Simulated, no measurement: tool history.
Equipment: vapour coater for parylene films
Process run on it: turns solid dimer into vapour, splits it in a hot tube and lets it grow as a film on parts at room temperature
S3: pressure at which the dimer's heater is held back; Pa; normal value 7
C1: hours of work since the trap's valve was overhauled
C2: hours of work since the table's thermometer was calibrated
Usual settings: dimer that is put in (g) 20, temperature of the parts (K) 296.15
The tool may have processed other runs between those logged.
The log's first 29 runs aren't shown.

{"run": 30, "day": 18.3, "dimer that is put in (g)": 11, "temperature of the parts (K)": 296.15, "S3": 2.25, "C1": 221, "C2": 1021, "thickness of the film (µm)": 3.39}
{"run": 31, "day": 19.179, "dimer that is put in (g)": 11, "temperature of the parts (K)": 296.15, "S3": 2.25, "C1": 238, "C2": 1038, "thickness of the film (µm)": 3.29}
{"run": 32, "day": 19.846, "dimer that is put in (g)": 11, "temperature of the parts (K)": 296.15, "S3": 2.25, "C1": 251, "C2": 1051, "thickness of the film (µm)": 3.29}
{"run": 33, "day": 20.704, "dimer that is put in (g)": 18, "temperature of the parts (K)": 296.15, "S3": 2.06, "C1": 267, "C2": 1067, "thickness of the film (µm)": 5.41}
{"run": 34, "day": 21.458, "dimer that is put in (g)": 20, "temperature of the parts (K)": 296.15, "S3": 2.42, "C1": 282, "C2": 1082, "thickness of the film (µm)": 5.84}
{"run": 35, "day": 22.308, "dimer that is put in (g)": 15, "temperature of the parts (K)": 296.15, "S3": 10.82, "C1": 298, "C2": 1098, "thickness of the film (µm)": 3.28}
{"run": 36, "day": 22.812, "dimer that is put in (g)": 15, "temperature of the parts (K)": 296.15, "S3": 10.82, "C1": 308, "C2": 1108, "thickness of the film (µm)": 3.2}
{"run": 37, "day": 23.212, "dimer that is put in (g)": 18, "temperature of the parts (K)": 296.15, "S3": 4.41, "C1": 316, "C2": 1116, "thickness of the film (µm)": 4.56}
{"day": 23.962, "done": "trap's valve overhauled"}
{"run": 38, "day": 24.175, "dimer that is put in (g)": 18, "temperature of the parts (K)": 296.15, "S3": 4.41, "C1": 4, "C2": 1131, "thickness of the film (µm)": 5.36}

What does the tool deliver on the next run?
{"run": 39, "day": 24.767, "dimer that is put in (g)": 19, "temperature of the parts (K)": 296.15, "S3": 4.92, "C1": 16, "C2": 1143, "thickness of the film (µm)": "?"}

Run 39 yielded thickness of the film (µm) 5.33.
Were there no unlogged condition in the tool, this run, its random variation unchanged, would have produced thickness of the film (µm) 5.36.
